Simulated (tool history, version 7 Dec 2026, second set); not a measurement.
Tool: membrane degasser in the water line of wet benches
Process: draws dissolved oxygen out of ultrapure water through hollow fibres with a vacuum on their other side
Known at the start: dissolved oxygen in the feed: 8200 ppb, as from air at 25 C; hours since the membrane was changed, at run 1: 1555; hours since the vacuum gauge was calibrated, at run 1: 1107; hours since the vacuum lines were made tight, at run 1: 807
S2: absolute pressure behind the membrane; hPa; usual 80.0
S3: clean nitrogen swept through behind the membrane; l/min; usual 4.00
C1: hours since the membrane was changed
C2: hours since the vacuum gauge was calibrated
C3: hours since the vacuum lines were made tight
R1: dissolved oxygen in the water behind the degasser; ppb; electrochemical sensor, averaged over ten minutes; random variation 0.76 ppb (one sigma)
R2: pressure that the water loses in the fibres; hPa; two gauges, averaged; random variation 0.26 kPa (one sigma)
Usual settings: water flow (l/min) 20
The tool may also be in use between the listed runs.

run 1 day=0.000 | water_flow_(l/min)=20 S2=80.0 S3=4.00 | C1=1555 C2=1107 C3=807 | R1=69.2 R2=687.3
run 2 day=1.054 | water_flow_(l/min)=20 S2=80.0 S3=4.00 | C1=1580 C2=1132 C3=833 | R1=69.9 R2=697.8
run 3 day=2.929 | water_flow_(l/min)=20 S2=80.0 S3=4.00 | C1=1625 C2=1177 C3=878 | R1=69.9 R2=692.0
run 4 day=4.654 | water_flow_(l/min)=20 S2=80.0 S3=4.00 | C1=1666 C2=1218 C3=919 | R1=69.6 R2=690.2
run 5 day=6.646 | water_flow_(l/min)=25 S2=80.0 S3=4.00 | C1=1714 C2=1266 C3=967 | R1=101.5 R2=859.8
run 6 day=7.679 | water_flow_(l/min)=25 S2=80.0 S3=4.00 | C1=1739 C2=1291 C3=992 | R1=102.9 R2=862.3
run 7 day=9.017 | water_flow_(l/min)=25 S2=80.0 S3=4.00 | C1=1771 C2=1323 C3=1024 | R1=101.9 R2=861.4
run 8 day=10.125 | water_flow_(l/min)=20 S2=80.0 S3=4.00 | C1=1798 C2=1350 C3=1050 | R1=70.2 R2=689.6
run 9 day=11.354 | water_flow_(l/min)=20 S2=80.0 S3=1.98 | C1=1827 C2=1379 C3=1080 | R1=124.1 R2=686.8
run 10 day=13.279 | water_flow_(l/min)=20 S2=192.2 S3=4.00 | C1=1874 C2=1425 C3=1126 | R1=200.5 R2=690.1
run 11 day=14.338 | water_flow_(l/min)=20 S2=103.1 S3=4.00 | C1=1899 C2=1451 C3=1151 | R1=96.9 R2=688.0
run 12 day=15.142 | water_flow_(l/min)=20 S2=103.1 S3=4.00 | C1=1918 C2=1470 C3=1171 | R1=98.9 R2=688.3
run 13 day=16.025 | water_flow_(l/min)=20 S2=103.1 S3=4.00 | C1=1939 C2=1491 C3=1192 | R1=96.0 R2=687.1
run 14 day=18.025 | water_flow_(l/min)=20 S2=103.1 S3=4.00 | C1=1987 C2=1539 C3=1240 | R1=97.0 R2=689.0
run 15 day=18.858 | water_flow_(l/min)=20 S2=104.6 S3=4.41 | C1=2007 C2=1559 C3=1260 | R1=91.7 R2=690.0
run 16 day=20.592 | water_flow_(l/min)=20 S2=104.6 S3=4.41 | C1=2049 C2=1601 C3=1301 | R1=91.5 R2=691.3
run 17 day=22.046 | water_flow_(l/min)=29 S2=137.6 S3=2.56 | C1=2084 C2=1636 C3=1336 | R1=323.4 R2=1000.6
run 18 day=23.912 | water_flow_(l/min)=21 S2=137.6 S3=2.56 | C1=2129 C2=1680 C3=1381 | R1=218.4 R2=714.9
run 19 day=25.842 | water_flow_(l/min)=20 S2=186.9 S3=2.09 | C1=2175 C2=1727 C3=1428 | R1=351.2 R2=683.7
run 20 day=27.679 | water_flow_(l/min)=27 S2=80.0 S3=4.00 | C1=2219 C2=1771 C3=1472 | R1=115.9 R2=924.0
run 21 day=29.662 | water_flow_(l/min)=14 S2=50.9 S3=2.93 | C1=2267 C2=1818 C3=1519 | R1=23.6 R2=477.5
run 22 day=30.667 | water_flow_(l/min)=14 S2=50.9 S3=2.93 | C1=2291 C2=1843 C3=1543 | R1=23.7 R2=478.0

Forecast each of these 3 alternatives for the next run:
run A day=32.208 | water_flow_(l/min)=21 S2=118.8 S3=5.36 | C1=2328 C2=1880 C3=1580 | R1=? R2=?
run B day=32.208 | water_flow_(l/min)=23 S2=69.8 S3=2.93 | C1=2328 C2=1880 C3=1580 | R1=? R2=?
run C day=32.208 | water_flow_(l/min)=16 S2=50.9 S3=2.93 | C1=2328 C2=1880 C3=1580 | R1=? R2=?

run=A R1=98.5 R2=718.9
run=B R1=90.7 R2=784.0
run=C R1=28.4 R2=552.5
Without the tool's hidden state the same runs would have given:
run=A R1=98.4 R2=728.2
run=B R1=90.6 R2=794.1
run=C R1=28.4 R2=559.6
